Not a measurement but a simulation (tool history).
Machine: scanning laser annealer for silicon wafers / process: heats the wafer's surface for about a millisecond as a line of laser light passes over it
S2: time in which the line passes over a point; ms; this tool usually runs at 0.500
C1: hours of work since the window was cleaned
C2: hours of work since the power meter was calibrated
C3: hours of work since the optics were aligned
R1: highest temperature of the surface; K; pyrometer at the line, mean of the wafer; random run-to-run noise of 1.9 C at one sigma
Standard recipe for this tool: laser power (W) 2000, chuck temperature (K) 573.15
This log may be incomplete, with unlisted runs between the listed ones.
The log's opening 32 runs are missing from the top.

run 33 hour=1667.3 | laser_power_(W)=2000 S2=0.500 chuck_temperature_(K)=571.15 | C1=452 C2=1348 C3=142 | R1=1369.15
run 34 hour=1709.7 | laser_power_(W)=2120 S2=0.596 chuck_temperature_(K)=571.15 | C1=481 C2=1378 C3=172 | R1=1506.15
run 35 hour=1744.4 | laser_power_(W)=1767 S2=0.500 chuck_temperature_(K)=573.15 | C1=506 C2=1403 C3=197 | R1=1248.15
run 36 hour=1820.5 | laser_power_(W)=1767 S2=0.526 chuck_temperature_(K)=573.15 | C1=559 C2=1456 C3=250 | R1=1260.15
run 37 hour=1898.9 | laser_power_(W)=1767 S2=0.526 chuck_temperature_(K)=573.15 | C1=614 C2=1511 C3=305 | R1=1263.15
-- hour=1919.9 window over the wafer cleaned
run 38 hour=1938.8 | laser_power_(W)=1767 S2=0.428 chuck_temperature_(K)=573.15 | C1=13 C2=1538 C3=332 | R1=1198.15
run 39 hour=2005.1 | laser_power_(W)=2196 S2=0.556 chuck_temperature_(K)=607.15 | C1=60 C2=1584 C3=378 | R1=1556.15
run 40 hour=2069.8 | laser_power_(W)=1783 S2=0.574 chuck_temperature_(K)=540.15 | C1=105 C2=1630 C3=424 | R1=1269.15

5 ways to go on from here, each from the tool as it stands after run 40. What would each give?
run A hour=2119.2 | laser_power_(W)=2000 S2=0.500 chuck_temperature_(K)=613.15 | C1=140 C2=1665 C3=458 | R1=?
run B hour=2119.2 | laser_power_(W)=1717 S2=0.574 chuck_temperature_(K)=542.15 | C1=140 C2=1665 C3=458 | R1=?
run C hour=2119.2 | laser_power_(W)=1783 S2=0.574 chuck_temperature_(K)=578.15 | C1=140 C2=1665 C3=458 | R1=?
run D hour=2119.2 | laser_power_(W)=2197 S2=0.487 chuck_temperature_(K)=580.15 | C1=140 C2=1665 C3=458 | R1=?
run E hour=2119.2 | laser_power_(W)=2109 S2=0.451 chuck_temperature_(K)=573.15 | C1=140 C2=1665 C3=458 | R1=?

run=A R1=1408.15
run=B R1=1237.15
run=C R1=1308.15
run=D R1=1471.15
run=E R1=1388.15
With no hidden state in the tool, these same runs would have given:
run=A R1=1409.15
run=B R1=1237.15
run=C R1=1309.15
run=D R1=1472.15
run=E R1=1388.15

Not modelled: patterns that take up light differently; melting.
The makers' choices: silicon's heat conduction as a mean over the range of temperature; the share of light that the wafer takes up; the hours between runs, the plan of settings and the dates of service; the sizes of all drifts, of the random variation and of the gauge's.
